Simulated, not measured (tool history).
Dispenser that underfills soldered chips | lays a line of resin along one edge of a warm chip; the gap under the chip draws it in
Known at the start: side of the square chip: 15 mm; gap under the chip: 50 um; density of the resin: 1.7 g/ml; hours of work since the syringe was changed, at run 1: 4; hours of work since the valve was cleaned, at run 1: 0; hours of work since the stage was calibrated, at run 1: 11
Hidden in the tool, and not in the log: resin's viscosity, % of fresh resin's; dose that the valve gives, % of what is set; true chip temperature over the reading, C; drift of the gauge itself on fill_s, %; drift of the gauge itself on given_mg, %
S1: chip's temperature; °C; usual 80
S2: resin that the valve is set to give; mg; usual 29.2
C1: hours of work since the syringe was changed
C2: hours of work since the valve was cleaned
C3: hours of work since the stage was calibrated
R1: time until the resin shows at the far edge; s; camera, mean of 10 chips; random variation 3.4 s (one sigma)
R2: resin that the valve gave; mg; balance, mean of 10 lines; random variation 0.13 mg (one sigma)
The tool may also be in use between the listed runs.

run   hour  S1    S2  C1  C2  C3      R1     R2
  1      0  80  29.2   4   0  11   491.8  29.13
  2    3.6  67  29.2   7   2  13  1071.9  29.28
  3      6  80  29.2   8   4  14     682     29
       6.6  -- new syringe of resin
  4   11.5  80  29.2   3   7  18   449.9  28.99
  5   15.7  80  29.2   6  10  20   554.5  28.85
  6   18.4  84  29.2   7  11  22   542.2  29.02
      20.1  -- new syringe of resin
  7   23.3  84  29.2   2  14  25   337.3  29.08
  8   25.6  80  29.2   3  16  26   457.7  28.63
  9   30.8  80  29.2   7  19  29   607.1  28.96
      33.5  -- new syringe of resin
 10   36.3  80  29.2   2  22  33   399.1   28.7
 11   40.6  80  29.2   4  25  35   509.9   28.6
 12   44.2  80  29.2   7  27  37   614.9  28.39
 13   46.6  80  29.2   8  29  39     705  28.83
      47.3  -- new syringe of resin
 14     52  80    32   3  32  42   456.9  31.01
 15   56.8  81  29.2   6  35  45     563  28.39
 16   59.1  81  29.2   7  36  47   647.6   28.4
      60.9  -- new syringe of resin
 17   62.3  80  32.1   1  38  48   356.1  31.36
 18   64.6  80  32.1   2  39  50   409.9  31.01
 19   69.1  71  33.4   5  42  53   791.6  32.17
 20   73.5  71  33.4   8  45  55  1002.4  32.26
      74.4  -- new syringe of resin
 21   76.7  71  33.4   1  47  57   566.8  32.32
 22   79.7  81  29.2   3  48  59   433.1  28.17
 23   84.6  81  29.2   6  52  62   583.2  28.33
        88  -- new syringe of resin
 24   88.7  67  27.6   0  54  64   654.6  26.45
 25   92.2  86  27.2   3  56  66   337.2  26.21
 26   96.4  86  27.2   5  59  69     427  26.09
     101.5  -- new syringe of resin
 27  101.8  86  35.6   0  62  72   255.5  34.02
 28  106.9  93  36.2   3  65  75   250.6  34.37
 29  110.8  86    34   6  67  78     432  32.09
     115.1  -- new syringe of resin
 30  116.3  85  31.7   1  71  81   297.5  30.11
 31  118.9  91  31.4   2  72  83   268.5  29.91
 32  123.2  91  31.4   5  75  85   333.4  29.38
 33  125.6  90  36.1   7  76  87   403.3  34.21
     128.9  -- new syringe of resin
 34  131.2  70  36.1   1  80  90   598.7  34.07
 35  135.1  81  36.3   4  82  93   459.2  34.19

How the hidden state differs across the entries between the runs, from the last listed run before each to the first after it:
Between runs 3 and 4: new syringe of resin (hour 6.6)
  resin's viscosity, % of fresh resin's: 203.7 -> 131.1; dose that the valve gives, % of what is set: 99.47 -> 99.26; true chip temperature over the reading, C: -0.07 -> -0.09
  measured less the result without the state, R1: +348.4 -> +108.6 s; R2: -0.15 -> -0.22 mg
Between runs 6 and 7: new syringe of resin (hour 20.1)
  resin's viscosity, % of fresh resin's: 192 -> 119.1; dose that the valve gives, % of what is set: 98.95 -> 98.77; true chip temperature over the reading, C: -0.12 -> -0.14
  measured less the result without the state, R1: +261.5 -> +56.2 s; R2: -0.3 -> -0.36 mg
Between runs 9 and 10: new syringe of resin (hour 33.5)
  resin's viscosity, % of fresh resin's: 180.9 -> 117; dose that the valve gives, % of what is set: 98.46 -> 98.24; true chip temperature over the reading, C: -0.17 -> -0.19
  measured less the result without the state, R1: +274.7 -> +61.9 s; R2: -0.45 -> -0.52 mg
Between runs 13 and 14: new syringe of resin (hour 47.3)
  resin's viscosity, % of fresh resin's: 206.7 -> 134; dose that the valve gives, % of what is set: 97.82 -> 97.62; true chip temperature over the reading, C: -0.23 -> -0.25
  measured less the result without the state, R1: +368.6 -> +120.5 s; R2: -0.65 -> -0.76 mg
Between runs 16 and 17: new syringe of resin (hour 60.9)
  resin's viscosity, % of fresh resin's: 197.8 -> 106.8; dose that the valve gives, % of what is set: 97.32 -> 97.2; true chip temperature over the reading, C: -0.28 -> -0.29
  measured less the result without the state, R1: +325.8 -> +27.9 s; R2: -0.79 -> -0.91 mg
Between runs 20 and 21: new syringe of resin (hour 74.4)
  resin's viscosity, % of fresh resin's: 198.1 -> 112.5; dose that the valve gives, % of what is set: 96.72 -> 96.6; true chip temperature over the reading, C: -0.34 -> -0.35
  measured less the result without the state, R1: +505.8 -> +72.5 s; R2: -1.09 -> -1.14 mg
Between runs 23 and 24: new syringe of resin (hour 88)
  resin's viscosity, % of fresh resin's: 174.5 -> 103.7; dose that the valve gives, % of what is set: 96.28 -> 96.12; true chip temperature over the reading, C: -0.38 -> -0.39
  measured less the result without the state, R1: +256.5 -> +40.4 s; R2: -1.09 -> -1.07 mg
Between runs 26 and 27: new syringe of resin (hour 101.5)
  resin's viscosity, % of fresh resin's: 158.9 -> 99.9; dose that the valve gives, % of what is set: 95.79 -> 95.57; true chip temperature over the reading, C: -0.42 -> -0.44
  measured less the result without the state, R1: +165.6 -> +5.2 s; R2: -1.15 -> -1.57 mg
Between runs 29 and 30: new syringe of resin (hour 115.1)
  resin's viscosity, % of fresh resin's: 164.1 -> 108.3; dose that the valve gives, % of what is set: 95.18 -> 94.98; true chip temperature over the reading, C: -0.48 -> -0.5
  measured less the result without the state, R1: +175.1 -> +30.1 s; R2: -1.63 -> -1.59 mg
Between runs 33 and 34: new syringe of resin (hour 128.9)
  resin's viscosity, % of fresh resin's: 181.9 -> 112.3; dose that the valve gives, % of what is set: 94.59 -> 94.37; true chip temperature over the reading, C: -0.54 -> -0.56
  measured less the result without the state, R1: +187.3 -> +81.2 s; R2: -1.96 -> -2.03 mg
